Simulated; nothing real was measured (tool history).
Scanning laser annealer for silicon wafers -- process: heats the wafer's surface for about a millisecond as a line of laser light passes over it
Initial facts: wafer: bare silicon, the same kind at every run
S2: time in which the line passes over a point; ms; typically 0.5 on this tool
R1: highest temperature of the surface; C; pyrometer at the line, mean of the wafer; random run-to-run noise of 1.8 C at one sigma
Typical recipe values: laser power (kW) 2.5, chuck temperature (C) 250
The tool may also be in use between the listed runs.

run 1 hour=0 | laser_power_(kW)=2.5 S2=0.5 chuck_temperature_(C)=250 | R1=930
run 2 hour=5.1 | laser_power_(kW)=2.5 S2=0.5 chuck_temperature_(C)=250 | R1=930
run 3 hour=13.1 | laser_power_(kW)=2.5 S2=0.5 chuck_temperature_(C)=250 | R1=927
run 4 hour=19.2 | laser_power_(kW)=2.5 S2=0.5 chuck_temperature_(C)=250 | R1=928
run 5 hour=27.1 | laser_power_(kW)=2.396 S2=0.5 chuck_temperature_(C)=250 | R1=899
run 6 hour=35.5 | laser_power_(kW)=2.5 S2=0.5 chuck_temperature_(C)=250 | R1=927
run 7 hour=46.9 | laser_power_(kW)=2.5 S2=0.5 chuck_temperature_(C)=250 | R1=926
run 8 hour=58.3 | laser_power_(kW)=2.5 S2=0.5 chuck_temperature_(C)=250 | R1=927
run 9 hour=68 | laser_power_(kW)=2.5 S2=0.5 chuck_temperature_(C)=250 | R1=930
run 10 hour=73.8 | laser_power_(kW)=2.5 S2=0.5 chuck_temperature_(C)=250 | R1=927
run 11 hour=79.7 | laser_power_(kW)=2.5 S2=0.5 chuck_temperature_(C)=250 | R1=930
run 12 hour=85.7 | laser_power_(kW)=2.5 S2=0.5 chuck_temperature_(C)=250 | R1=927
run 13 hour=92.6 | laser_power_(kW)=2.5 S2=0.5 chuck_temperature_(C)=250 | R1=926
run 14 hour=103.6 | laser_power_(kW)=2.5 S2=0.5 chuck_temperature_(C)=250 | R1=929
run 15 hour=110 | laser_power_(kW)=2.5 S2=0.5 chuck_temperature_(C)=276 | R1=954
run 16 hour=121.7 | laser_power_(kW)=2.5 S2=0.5 chuck_temperature_(C)=271 | R1=948
run 17 hour=129.1 | laser_power_(kW)=2.5 S2=0.5 chuck_temperature_(C)=271 | R1=951
run 18 hour=140.8 | laser_power_(kW)=2.5 S2=0.5 chuck_temperature_(C)=271 | R1=947
run 19 hour=150.8 | laser_power_(kW)=2.5 S2=0.5 chuck_temperature_(C)=269 | R1=942
run 20 hour=160.3 | laser_power_(kW)=2.378 S2=0.5 chuck_temperature_(C)=250 | R1=888
run 21 hour=167.8 | laser_power_(kW)=2.5 S2=0.5 chuck_temperature_(C)=250 | R1=927
-- hour=170.4 window over the wafer cleaned
run 22 hour=180.4 | laser_power_(kW)=2.5 S2=0.5 chuck_temperature_(C)=250 | R1=908
run 23 hour=191.9 | laser_power_(kW)=2.224 S2=0.5 chuck_temperature_(C)=217 | R1=789
run 24 hour=202.9 | laser_power_(kW)=2.139 S2=0.424 chuck_temperature_(C)=235 | R1=732
run 25 hour=209.7 | laser_power_(kW)=2.509 S2=0.424 chuck_temperature_(C)=261 | R1=861
run 26 hour=215.5 | laser_power_(kW)=2.216 S2=0.546 chuck_temperature_(C)=261 | R1=864
run 27 hour=222 | laser_power_(kW)=2.167 S2=0.358 chuck_temperature_(C)=273 | R1=728
-- hour=232.1 window over the wafer cleaned, once more
run 28 hour=232.1 | laser_power_(kW)=2.716 S2=0.617 chuck_temperature_(C)=275 | R1=1154
run 29 hour=242.2 | laser_power_(kW)=2.716 S2=0.617 chuck_temperature_(C)=275 | R1=1150
run 30 hour=250.6 | laser_power_(kW)=2.716 S2=0.617 chuck_temperature_(C)=275 | R1=1154
run 31 hour=256.3 | laser_power_(kW)=2.716 S2=0.617 chuck_temperature_(C)=275 | R1=1147
run 32 hour=264.1 | laser_power_(kW)=2.549 S2=0.5 chuck_temperature_(C)=229 | R1=946
run 33 hour=272.9 | laser_power_(kW)=2.549 S2=0.5 chuck_temperature_(C)=229 | R1=947
run 34 hour=281.2 | laser_power_(kW)=2.47 S2=0.612 chuck_temperature_(C)=227 | R1=1002
run 35 hour=290.4 | laser_power_(kW)=2.144 S2=0.375 chuck_temperature_(C)=227 | R1=718
run 36 hour=297.1 | laser_power_(kW)=2.144 S2=0.375 chuck_temperature_(C)=227 | R1=718
run 37 hour=306.7 | laser_power_(kW)=2.5 S2=0.494 chuck_temperature_(C)=260 | R1=955
run 38 hour=312.8 | laser_power_(kW)=2.5 S2=0.494 chuck_temperature_(C)=260 | R1=954
run 39 hour=318.1 | laser_power_(kW)=2.5 S2=0.432 chuck_temperature_(C)=260 | R1=900
run 40 hour=323.8 | laser_power_(kW)=2.5 S2=0.432 chuck_temperature_(C)=260 | R1=901
run 41 hour=330.3 | laser_power_(kW)=2.5 S2=0.443 chuck_temperature_(C)=250 | R1=899
run 42 hour=339.2 | laser_power_(kW)=2.233 S2=0.54 chuck_temperature_(C)=250 | R1=896

Hidden state or all else? Some run-to-run changes of R1, split into what the settings, what came in and random variation would give without the hidden state, and what is left for the hidden state (with any gauge scatter that isn't in both results):
Hidden state at play: light that passes the window, % of a clean one's; laser's true power over the reading, %; width of the line over the set one, %; drift of the gauge itself on peak_c, C.
Run 21 -> 22: window over the wafer cleaned. R1 -19 C: hidden state -17, all else -2.
Run 26 -> 27: laser power (kW) 2.216 -> 2.167, S2 0.546 -> 0.358, chuck temperature (C) 261 -> 273. R1 -136 C: hidden state +10, all else -146.
Run 27 -> 28: laser power (kW) 2.167 -> 2.716, S2 0.358 -> 0.617, chuck temperature (C) 273 -> 275, window over the wafer cleaned, once more. R1 +426 C: hidden state +28, all else +398.
Run 34 -> 35: laser power (kW) 2.47 -> 2.144, S2 0.612 -> 0.375. R1 -284 C: hidden state +3, all else -287.
Run 36 -> 37: laser power (kW) 2.144 -> 2.5, S2 0.375 -> 0.494, chuck temperature (C) 227 -> 260. R1 +237 C: hidden state -1, all else +238.
